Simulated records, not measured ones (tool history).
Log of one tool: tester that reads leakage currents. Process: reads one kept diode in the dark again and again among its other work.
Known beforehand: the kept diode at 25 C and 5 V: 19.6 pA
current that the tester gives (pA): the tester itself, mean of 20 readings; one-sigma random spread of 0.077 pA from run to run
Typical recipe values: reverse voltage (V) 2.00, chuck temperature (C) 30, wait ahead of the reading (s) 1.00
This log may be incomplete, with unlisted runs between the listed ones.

run    hour  reverse voltage (V)  chuck temperature (C)  wait ahead of the reading (s)  current that the tester gives (pA)
  1     0.0                 2.00                     30                           1.00                               18.84
  2    36.0                 2.00                     38                           1.00                               32.49
  3   125.7                 2.00                     38                           1.00                               32.14
  4   177.3                 2.00                     30                           0.44                               18.96
  5   235.3                 2.00                     29                           0.44                               17.60
  6   320.5                 2.00                     59                           1.00                              117.58
  7   390.4                 2.00                     59                           1.00                              118.94
  8   436.5                 2.00                     59                           1.00                              117.97
  9   489.4                 2.00                     59                           1.00                              117.86
 10   555.2                 1.20                     40                           1.00                               29.09
 11   592.9                 9.47                     36                           1.00                               55.20
      600.9  -- probe card cleaned and baked
 12   659.5                 2.70                     36                           1.00                               31.47
 13   696.4                 2.03                     30                           1.26                               18.62
 14   775.8                 2.03                     30                           1.26                               18.48
 15   854.9                 6.95                     35                           2.08                               44.77
      874.2  -- probe card cleaned and baked, once more
 16   909.9                 1.73                     23                           1.00                               10.12
 17   982.7                 1.73                     23                           1.00                                9.99
 18  1043.3                 7.96                     30                           0.47                               32.72

Here are 5 independent what-if runs from the current tool condition. What would each one return?
  A  1107.9                 7.63                     29                           0.47                                   ?
  B  1107.9                 3.20                     30                           0.47                                   ?
  C  1107.9                 5.62                     27                           0.78                                   ?
  D  1107.9                 2.00                     28                           1.00                                   ?
  E  1107.9                 1.34                     30                           2.53                                   ?

run  current that the tester gives (pA)
  A                               29.93
  B                               21.69
  C                               22.51
  D                               15.21
  E                               14.83
Without the tool's hidden state the same runs would have given:
run  current that the tester gives (pA)
  A                               32.66
  B                               23.74
  C                               24.63
  D                               16.70
  E                               16.27
